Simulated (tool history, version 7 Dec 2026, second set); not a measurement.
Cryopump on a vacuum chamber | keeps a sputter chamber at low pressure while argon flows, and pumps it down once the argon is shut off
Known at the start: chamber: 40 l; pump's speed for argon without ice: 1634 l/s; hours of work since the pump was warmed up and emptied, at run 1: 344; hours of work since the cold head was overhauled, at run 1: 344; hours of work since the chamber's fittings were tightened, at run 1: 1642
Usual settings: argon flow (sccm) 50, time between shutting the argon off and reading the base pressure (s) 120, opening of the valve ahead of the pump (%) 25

| run | hour | argon flow (sccm) | time between shutting the argon off and reading the base pressure (s) | opening of the valve ahead of the pump (%) | hours of work since the pump was warmed up and emptied | hours of work since the cold head was overhauled | hours of work since the chamber's fittings were tightened | pressure while argon flows (Pa) | pressure after the wait (uPa) |
|---|---|---|---|---|---|---|---|---|---|
| 1 | 0.0 | 50 | 120 | 25 | 344 | 344 | 1642 | 0.2133 | 1.98 |
| 2 | 18.6 | 50 | 50 | 25 | 355 | 355 | 1652 | 0.2140 | 3.07 |
| 3 | 33.1 | 50 | 50 | 25 | 363 | 363 | 1660 | 0.2149 | 3.04 |
| 4 | 42.1 | 50 | 50 | 25 | 368 | 368 | 1665 | 0.2156 | 3.11 |
| 5 | 63.9 | 50 | 120 | 25 | 380 | 380 | 1677 | 0.2149 | 2.05 |
| 6 | 75.8 | 50 | 120 | 25 | 387 | 387 | 1684 | 0.2152 | 2.03 |
|  | 79.1 | leaking fittings of the chamber tightened, without venting |
| 7 | 86.8 | 50 | 120 | 25 | 392 | 392 | 4 | 0.2163 | 0.95 |
| 8 | 96.9 | 76 | 120 | 58 | 397 | 397 | 10 | 0.1497 | 0.93 |
| 9 | 110.6 | 22 | 45 | 20 | 405 | 405 | 18 | 0.1177 | 2.10 |
| 10 | 124.5 | 53 | 120 | 31 | 413 | 413 | 25 | 0.1854 | 0.92 |
| 11 | 136.5 | 53 | 120 | 31 | 420 | 420 | 32 | 0.1868 | 0.94 |
| 12 | 150.5 | 24 | 51 | 51 | 427 | 427 | 40 | 0.0528 | 1.91 |

Forecast each of these 4 alternatives for the next run:
| A | 163.5 | 24 | 51 | 43 | 435 | 435 | 47 | ? | ? |
| B | 163.5 | 72 | 34 | 52 | 435 | 435 | 47 | ? | ? |
| C | 163.5 | 61 | 83 | 24 | 435 | 435 | 47 | ? | ? |
| D | 163.5 | 50 | 55 | 23 | 435 | 435 | 47 | ? | ? |

| run | pressure while argon flows (Pa) | pressure after the wait (uPa) |
|---|---|---|
| A | 0.0621 | 1.95 |
| B | 0.1581 | 2.72 |
| C | 0.2725 | 1.30 |
| D | 0.2338 | 1.81 |
Without the tool's hidden state the same runs would have given:
| run | pressure while argon flows (Pa) | pressure after the wait (uPa) |
|---|---|---|
| A | 0.0575 | 1.86 |
| B | 0.1444 | 2.63 |
| C | 0.2610 | 1.21 |
| D | 0.2243 | 1.72 |
